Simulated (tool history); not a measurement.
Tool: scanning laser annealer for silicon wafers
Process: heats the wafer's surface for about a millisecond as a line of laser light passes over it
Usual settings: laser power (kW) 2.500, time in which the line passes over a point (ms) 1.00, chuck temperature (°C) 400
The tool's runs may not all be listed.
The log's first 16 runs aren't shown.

run    hour  laser power (kW)  time in which the line passes over a point (ms)  chuck temperature (°C)  highest temperature of the surface (°C)
 17   772.7             2.500                                             1.00                     400                                     1100
 18   816.4             2.634                                             1.00                     426                                     1167
 19   847.6             2.277                                             1.09                     400                                     1034
 20   909.0             2.277                                             1.09                     400                                     1026
 21   957.3             2.328                                             0.77                     400                                      949
 22   999.0             2.328                                             0.77                     400                                      945
 23  1034.7             2.328                                             0.77                     400                                      942
 24  1063.1             2.328                                             0.77                     400                                      937
 25  1095.3             2.359                                             0.90                     398                                      982
 26  1143.1             2.500                                             1.00                     405                                     1072
     1170.3  -- window over the wafer cleaned
 27  1190.4             2.500                                             0.81                     400                                     1041
     1244.9  -- optics aligned, line set to its width
 28  1251.9             2.738                                             1.02                     367                                     1181
 29  1310.0             2.520                                             0.85                     401                                     1060
 30  1348.8             2.520                                             0.85                     401                                     1059
 31  1378.1             2.520                                             0.85                     401                                     1056
 32  1414.1             2.520                                             0.85                     401                                     1056
 33  1482.1             2.520                                             0.85                     401                                     1045

5 ways to go on from here, each from the tool as it stands after run 33. What would each give?
  A  1525.6             2.500                                             1.00                     362                                        ?
  B  1525.6             2.184                                             0.73                     437                                        ?
  C  1525.6             2.292                                             0.85                     401                                        ?
  D  1525.6             2.721                                             0.71                     439                                        ?
  E  1525.6             2.520                                             0.96                     401                                        ?

run  highest temperature of the surface (°C)
  A                                     1046
  B                                      930
  C                                      965
  D                                     1091
  E                                     1082
Without the tool's hidden state the same runs would have given:
run  highest temperature of the surface (°C)
  A                                     1088
  B                                      960
  C                                      999
  D                                     1131
  E                                     1123

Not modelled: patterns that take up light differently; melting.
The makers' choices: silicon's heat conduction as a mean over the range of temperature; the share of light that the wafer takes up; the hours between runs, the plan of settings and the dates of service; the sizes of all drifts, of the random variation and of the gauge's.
